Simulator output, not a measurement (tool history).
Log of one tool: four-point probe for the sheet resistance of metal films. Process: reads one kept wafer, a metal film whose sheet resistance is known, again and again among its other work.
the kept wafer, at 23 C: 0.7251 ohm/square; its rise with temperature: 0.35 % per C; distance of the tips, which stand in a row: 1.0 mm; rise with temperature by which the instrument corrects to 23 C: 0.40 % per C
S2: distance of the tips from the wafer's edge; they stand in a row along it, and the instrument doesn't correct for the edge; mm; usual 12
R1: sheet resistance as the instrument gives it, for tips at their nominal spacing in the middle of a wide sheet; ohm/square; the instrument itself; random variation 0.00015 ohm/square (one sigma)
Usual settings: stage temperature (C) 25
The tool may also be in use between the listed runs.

{"run": 1, "hour": 0.0, "stage temperature (C)": 25, "S2": 12, "R1": 0.727117}
{"run": 2, "hour": 10.8, "stage temperature (C)": 29, "S2": 12, "R1": 0.725511}
{"run": 3, "hour": 17.8, "stage temperature (C)": 29, "S2": 12, "R1": 0.725249}
{"run": 4, "hour": 26.6, "stage temperature (C)": 29, "S2": 4, "R1": 0.746421}
{"run": 5, "hour": 40.6, "stage temperature (C)": 29, "S2": 4, "R1": 0.746313}
{"run": 6, "hour": 54.7, "stage temperature (C)": 29, "S2": 4, "R1": 0.746092}
{"run": 7, "hour": 61.5, "stage temperature (C)": 34, "S2": 12, "R1": 0.723116}
{"run": 8, "hour": 68.5, "stage temperature (C)": 34, "S2": 12, "R1": 0.723425}
{"run": 9, "hour": 74.9, "stage temperature (C)": 25, "S2": 12, "R1": 0.72677}
{"run": 10, "hour": 83.2, "stage temperature (C)": 25, "S2": 16, "R1": 0.725669}
{"run": 11, "hour": 98.3, "stage temperature (C)": 25, "S2": 12, "R1": 0.727126}
{"run": 12, "hour": 110.2, "stage temperature (C)": 25, "S2": 12, "R1": 0.726772}
{"run": 13, "hour": 120.1, "stage temperature (C)": 25, "S2": 12, "R1": 0.727059}
{"run": 14, "hour": 135.6, "stage temperature (C)": 25, "S2": 12, "R1": 0.726754}
{"run": 15, "hour": 144.1, "stage temperature (C)": 25, "S2": 12, "R1": 0.72704}
{"run": 16, "hour": 159.8, "stage temperature (C)": 25, "S2": 12, "R1": 0.727168}
{"run": 17, "hour": 175.5, "stage temperature (C)": 20, "S2": 45, "R1": 0.726688}
{"run": 18, "hour": 188.1, "stage temperature (C)": 20, "S2": 4, "R1": 0.749927}
{"run": 19, "hour": 197.7, "stage temperature (C)": 20, "S2": 4, "R1": 0.750032}
{"run": 20, "hour": 209.6, "stage temperature (C)": 23, "S2": 4, "R1": 0.748616}

The next listed run, before its measurement:
{"run": 21, "hour": 222.1, "stage temperature (C)": 23, "S2": 4, "R1": "?"}

{"run 21": {"R1": 0.748866}}
Without the tool's hidden state the same run would have given R1 0.748840 ohm/square.

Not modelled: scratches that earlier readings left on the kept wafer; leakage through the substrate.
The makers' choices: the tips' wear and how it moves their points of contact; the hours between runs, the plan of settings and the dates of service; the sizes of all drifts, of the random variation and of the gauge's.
